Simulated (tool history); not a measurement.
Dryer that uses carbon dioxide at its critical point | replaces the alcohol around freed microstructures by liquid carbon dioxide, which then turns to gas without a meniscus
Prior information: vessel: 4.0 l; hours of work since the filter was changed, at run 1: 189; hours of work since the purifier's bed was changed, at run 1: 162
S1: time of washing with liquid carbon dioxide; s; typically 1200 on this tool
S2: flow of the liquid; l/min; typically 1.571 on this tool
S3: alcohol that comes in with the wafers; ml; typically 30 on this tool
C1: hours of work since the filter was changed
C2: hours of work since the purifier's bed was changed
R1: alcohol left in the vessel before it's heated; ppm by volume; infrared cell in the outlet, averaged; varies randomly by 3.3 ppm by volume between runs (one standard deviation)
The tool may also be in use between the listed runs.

Run 1, hour 0.0: usual settings; C1 189; C2 162. Result: R1 38 ppm by volume.
Run 2, hour 9.8: usual settings; C1 194; C2 167. Result: R1 37 ppm by volume.
Run 3, hour 21.0: usual settings; C1 199; C2 173. Result: R1 43 ppm by volume.
Run 4, hour 32.4: usual settings but S1 1380 s; C1 205; C2 178. Result: R1 29 ppm by volume.
Run 5, hour 48.6: usual settings but S3 33 ml; C1 214; C2 187. Result: R1 48 ppm by volume.
Run 6, hour 58.8: usual settings but S2 1.900 l/min, S3 33 ml; C1 219; C2 192. Result: R1 28 ppm by volume.
Run 7, hour 73.5: usual settings but S2 1.900 l/min, S3 33 ml; C1 226; C2 200. Result: R1 21 ppm by volume.
Run 8, hour 87.3: usual settings but S2 1.350 l/min, S3 51 ml; C1 234; C2 207. Result: R1 143 ppm by volume.
Run 9, hour 104.7: usual settings but S1 1260 s, S2 1.690 l/min, S3 75 ml; C1 243; C2 216. Result: R1 57 ppm by volume.
Run 10, hour 119.6: usual settings but S1 1260 s, S2 1.690 l/min, S3 75 ml; C1 250; C2 223. Result: R1 60 ppm by volume.
Run 11, hour 133.4: usual settings but S1 1740 s; C1 257; C2 230. Result: R1 16 ppm by volume.
At hour 137.2: inlet filter changed.
Run 12, hour 147.1: usual settings but S1 1740 s; C1 5; C2 237. Result: R1 18 ppm by volume.
Run 13, hour 155.1: usual settings but S1 1740 s; C1 9; C2 241. Result: R1 19 ppm by volume.
Run 14, hour 163.5: usual settings but S1 960 s; C1 14; C2 245. Result: R1 89 ppm by volume.

Describe how what the log doesn't record of the tool's condition differs between the last listed run preceding each entry between runs and the first listed run following it.
Between runs 11 and 12: inlet filter changed (hour 137.2)
  flow that reaches the vessel past the clogged filter, %: 89.4 -> 99.6; alcohol in the recycled carbon dioxide, ppm: 14.9 -> 15.2
  difference, measured minus the result without the unlogged condition, R1: +12 -> +10 ppm by volume

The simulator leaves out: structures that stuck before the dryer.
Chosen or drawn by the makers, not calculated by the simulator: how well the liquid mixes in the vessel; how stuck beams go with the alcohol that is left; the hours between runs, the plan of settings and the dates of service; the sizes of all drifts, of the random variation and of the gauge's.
